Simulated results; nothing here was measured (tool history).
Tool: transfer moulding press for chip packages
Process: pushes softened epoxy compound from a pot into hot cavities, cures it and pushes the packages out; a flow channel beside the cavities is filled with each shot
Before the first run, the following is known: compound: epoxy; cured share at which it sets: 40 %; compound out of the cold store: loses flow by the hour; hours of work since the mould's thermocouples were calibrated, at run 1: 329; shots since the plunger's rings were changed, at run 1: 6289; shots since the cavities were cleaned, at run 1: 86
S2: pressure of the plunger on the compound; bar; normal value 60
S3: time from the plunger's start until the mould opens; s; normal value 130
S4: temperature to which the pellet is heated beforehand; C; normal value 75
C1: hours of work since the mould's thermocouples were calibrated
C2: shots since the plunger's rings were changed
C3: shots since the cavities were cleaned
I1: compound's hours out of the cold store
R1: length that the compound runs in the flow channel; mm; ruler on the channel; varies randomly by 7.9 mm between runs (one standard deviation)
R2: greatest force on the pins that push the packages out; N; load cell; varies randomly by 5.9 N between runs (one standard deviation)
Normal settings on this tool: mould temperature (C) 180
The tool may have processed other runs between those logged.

{"run": 1, "hour": 0.0, "mould temperature (C)": 180, "S2": 60, "S3": 130, "S4": 75, "C1": 329, "C2": 6289, "C3": 86, "I1": 19.7, "R1": 1003, "R2": 232}
{"hour": 7.8, "done": "plunger's sealing rings changed"}
{"run": 2, "hour": 39.1, "mould temperature (C)": 180, "S2": 60, "S3": 130, "S4": 75, "C1": 353, "C2": 270, "C3": 401, "I1": 28.7, "R1": 946, "R2": 230}
{"hour": 51.1, "done": "cavities cleaned with cleaning compound and waxed"}
{"run": 3, "hour": 65.1, "mould temperature (C)": 187, "S2": 60, "S3": 130, "S4": 75, "C1": 368, "C2": 480, "C3": 120, "I1": 27.8, "R1": 932, "R2": 191}
{"hour": 107.5, "done": "cavities cleaned with cleaning compound and waxed"}
{"run": 4, "hour": 125.5, "mould temperature (C)": 180, "S2": 59, "S3": 130, "S4": 75, "C1": 406, "C2": 987, "C3": 155, "I1": 26.3, "R1": 952, "R2": 223}
{"run": 5, "hour": 151.6, "mould temperature (C)": 180, "S2": 59, "S3": 130, "S4": 75, "C1": 423, "C2": 1211, "C3": 379, "I1": 14, "R1": 1016, "R2": 241}
{"hour": 165.8, "done": "cavities cleaned with cleaning compound and waxed"}
{"run": 6, "hour": 209.3, "mould temperature (C)": 180, "S2": 59, "S3": 130, "S4": 75, "C1": 459, "C2": 1695, "C3": 374, "I1": 8.7, "R1": 1020, "R2": 242}
{"hour": 222.3, "done": "cavities cleaned with cleaning compound and waxed"}
{"run": 7, "hour": 252.5, "mould temperature (C)": 186, "S2": 60, "S3": 130, "S4": 75, "C1": 485, "C2": 2054, "C3": 260, "I1": 40.4, "R1": 895, "R2": 183}
{"hour": 279.0, "done": "cavities cleaned with cleaning compound and waxed"}
{"run": 8, "hour": 279.0, "mould temperature (C)": 186, "S2": 60, "S3": 130, "S4": 75, "C1": 501, "C2": 2268, "C3": 0, "I1": 46.5, "R1": 869, "R2": 203}
{"run": 9, "hour": 320.5, "mould temperature (C)": 186, "S2": 60, "S3": 130, "S4": 75, "C1": 528, "C2": 2625, "C3": 357, "I1": 29.3, "R1": 922, "R2": 192}
{"hour": 337.4, "done": "cavities cleaned with cleaning compound and waxed"}
{"run": 10, "hour": 360.4, "mould temperature (C)": 186, "S2": 60, "S3": 130, "S4": 75, "C1": 552, "C2": 2956, "C3": 198, "I1": 23.5, "R1": 959, "R2": 196}
{"hour": 396.0, "done": "cavities cleaned with cleaning compound and waxed"}
{"run": 11, "hour": 409.9, "mould temperature (C)": 180, "S2": 60, "S3": 130, "S4": 83, "C1": 583, "C2": 3369, "C3": 120, "I1": 24.5, "R1": 968, "R2": 218}
{"hour": 454.3, "done": "mould's thermocouples calibrated"}
{"hour": 455.8, "done": "cavities cleaned with cleaning compound and waxed"}
{"run": 12, "hour": 467.6, "mould temperature (C)": 181, "S2": 60, "S3": 130, "S4": 75, "C1": 8, "C2": 3835, "C3": 101, "I1": 20, "R1": 989, "R2": 215}
{"hour": 515.8, "done": "cavities cleaned with cleaning compound and waxed"}
{"run": 13, "hour": 518.5, "mould temperature (C)": 181, "S2": 60, "S3": 130, "S4": 75, "C1": 39, "C2": 4260, "C3": 23, "I1": 34.7, "R1": 927, "R2": 210}

Run 14 comes next. What will it give?
{"run": 14, "hour": 550.2, "mould temperature (C)": 187, "S2": 58.8, "S3": 156, "S4": 66, "C1": 59, "C2": 4533, "C3": 296, "I1": 10.6, "R1": "?", "R2": "?"}

R1: 978 mm
R2: 183 N
Take away the tool's hidden state, keep the run-to-run variation as it was, and the same run would have given R1 979 mm, R2 181 N.
